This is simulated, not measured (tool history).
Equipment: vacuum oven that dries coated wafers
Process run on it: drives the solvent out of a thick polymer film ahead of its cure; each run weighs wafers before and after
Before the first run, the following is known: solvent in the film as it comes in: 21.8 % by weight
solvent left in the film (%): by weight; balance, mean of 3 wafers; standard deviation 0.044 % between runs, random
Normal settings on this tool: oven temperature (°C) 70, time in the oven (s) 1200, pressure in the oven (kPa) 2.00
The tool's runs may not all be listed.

run 1 hour=0.0 | oven_temperature_(°C)=70 time_in_the_oven_(s)=1200 pressure_in_the_oven_(kPa)=2.00 | solvent_left_in_the_film_(%)=2.44
run 2 hour=39.2 | oven_temperature_(°C)=70 time_in_the_oven_(s)=1200 pressure_in_the_oven_(kPa)=2.00 | solvent_left_in_the_film_(%)=2.45
run 3 hour=63.1 | oven_temperature_(°C)=70 time_in_the_oven_(s)=1200 pressure_in_the_oven_(kPa)=2.00 | solvent_left_in_the_film_(%)=2.39
run 4 hour=88.2 | oven_temperature_(°C)=70 time_in_the_oven_(s)=1200 pressure_in_the_oven_(kPa)=2.00 | solvent_left_in_the_film_(%)=2.47
run 5 hour=114.4 | oven_temperature_(°C)=70 time_in_the_oven_(s)=1200 pressure_in_the_oven_(kPa)=2.56 | solvent_left_in_the_film_(%)=2.76
run 6 hour=139.3 | oven_temperature_(°C)=70 time_in_the_oven_(s)=1200 pressure_in_the_oven_(kPa)=2.56 | solvent_left_in_the_film_(%)=2.71
run 7 hour=193.3 | oven_temperature_(°C)=70 time_in_the_oven_(s)=1200 pressure_in_the_oven_(kPa)=2.56 | solvent_left_in_the_film_(%)=2.75
run 8 hour=224.1 | oven_temperature_(°C)=77 time_in_the_oven_(s)=1200 pressure_in_the_oven_(kPa)=1.82 | solvent_left_in_the_film_(%)=0.94
-- hour=228.4 vacuum gauge cleaned of residue and calibrated
run 9 hour=277.9 | oven_temperature_(°C)=62 time_in_the_oven_(s)=1200 pressure_in_the_oven_(kPa)=1.82 | solvent_left_in_the_film_(%)=5.62
run 10 hour=319.3 | oven_temperature_(°C)=62 time_in_the_oven_(s)=1200 pressure_in_the_oven_(kPa)=1.82 | solvent_left_in_the_film_(%)=5.65
-- hour=354.9 vacuum gauge cleaned of residue and calibrated, once more
run 11 hour=373.3 | oven_temperature_(°C)=76 time_in_the_oven_(s)=720 pressure_in_the_oven_(kPa)=4.86 | solvent_left_in_the_film_(%)=3.45

Here are 4 independent what-if runs from the current tool condition. What would each one return?
run A hour=403.4 | oven_temperature_(°C)=78 time_in_the_oven_(s)=1440 pressure_in_the_oven_(kPa)=5.61 | solvent_left_in_the_film_(%)=?
run B hour=403.4 | oven_temperature_(°C)=76 time_in_the_oven_(s)=1920 pressure_in_the_oven_(kPa)=4.86 | solvent_left_in_the_film_(%)=?
run C hour=403.4 | oven_temperature_(°C)=65 time_in_the_oven_(s)=720 pressure_in_the_oven_(kPa)=4.86 | solvent_left_in_the_film_(%)=?
run D hour=403.4 | oven_temperature_(°C)=70 time_in_the_oven_(s)=660 pressure_in_the_oven_(kPa)=6.02 | solvent_left_in_the_film_(%)=?

run=A solvent_left_in_the_film_(%)=2.43
run=B solvent_left_in_the_film_(%)=2.35
run=C solvent_left_in_the_film_(%)=8.73
run=D solvent_left_in_the_film_(%)=6.95
With no hidden state in the tool, these same runs would have given:
run=A solvent_left_in_the_film_(%)=2.44
run=B solvent_left_in_the_film_(%)=2.36
run=C solvent_left_in_the_film_(%)=8.79
run=D solvent_left_in_the_film_(%)=7.01
